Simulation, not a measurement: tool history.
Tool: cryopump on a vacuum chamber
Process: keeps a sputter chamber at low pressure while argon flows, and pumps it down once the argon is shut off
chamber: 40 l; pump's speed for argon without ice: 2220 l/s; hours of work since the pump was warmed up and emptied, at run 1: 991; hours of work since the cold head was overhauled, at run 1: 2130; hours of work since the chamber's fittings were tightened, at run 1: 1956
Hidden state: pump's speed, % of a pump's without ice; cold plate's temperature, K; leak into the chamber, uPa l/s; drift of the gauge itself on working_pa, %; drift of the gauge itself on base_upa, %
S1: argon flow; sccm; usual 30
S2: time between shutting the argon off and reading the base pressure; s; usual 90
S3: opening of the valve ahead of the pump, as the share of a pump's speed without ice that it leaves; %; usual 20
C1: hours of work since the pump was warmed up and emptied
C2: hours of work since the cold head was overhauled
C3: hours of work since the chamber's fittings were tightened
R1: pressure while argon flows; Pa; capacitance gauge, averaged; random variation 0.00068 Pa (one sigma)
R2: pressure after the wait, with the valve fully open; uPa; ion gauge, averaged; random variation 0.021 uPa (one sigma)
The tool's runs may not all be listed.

run    hour  S1   S2  S3    C1    C2    C3      R1    R2
  1     0.0  30   90  20   991  2130  1956  0.1205  1.32
  2    73.1  30   90  20  1031  2171  1997  0.1210  1.38
  3   126.3  30   90  20  1061  2200  2026  0.1208  1.40
  4   200.5  30   90  46  1102  2241  2067  0.0573  1.42
      215.9  -- pump warmed up, emptied and cooled again
  5   276.6  30   90  20    34  2281  2107  0.1150  1.17
  6   342.4  30   90  20    70  2317  2143  0.1151  1.26
  7   385.8  30   90  20    94  2341  2167  0.1152  1.28
  8   451.9  30   76  20   131  2378  2204  0.1153  1.32
  9   520.3  30   90  20   169  2416  2242  0.1155  1.33
 10   599.3  13   90  20   213  2460  2286  0.0492  1.28
 11   695.1  13   90  20   266  2513  2339  0.0506  1.30
 12   760.8  27   82  28   302  2550  2375  0.0742  1.45
 13   824.5  27   82  28   338  2585  2411  0.0754  1.40
 14   879.2  27   82  28   368  2615  2441  0.0749  1.42
 15   975.8  27   82  28   422  2669  2495  0.0763  1.46
 16  1061.3  25   41  28   469  2716  2542  0.0704  1.94
 17  1149.2  25   41  28   518  2765  2591  0.0706  1.96
 18  1245.2  51  271  20   571  2818  2644  0.2002  1.28
 19  1294.3  51   91  22   599  2846  2672  0.1823  1.50
 20  1387.2  30   27  47   650  2897  2723  0.0526  2.44

Some steps in R1 between neighbouring runs. How much of each would the tool show without its hidden state too (settings, what came in, random variation), and how much is left for the hidden state, with any gauge scatter that isn't in both results?
Run 4 -> 5: S3 46 -> 20, pump warmed up, emptied and cooled again. R1 +0.0577 Pa: hidden state -0.0067, all else +0.0644.
Run 17 -> 18: S1 25 -> 51, S2 41 -> 271, S3 28 -> 20. R1 +0.1296 Pa: hidden state +0.0030, all else +0.1266.
Run 19 -> 20: S1 51 -> 30, S2 91 -> 27, S3 22 -> 47. R1 -0.1297 Pa: hidden state -0.0021, all else -0.1276.
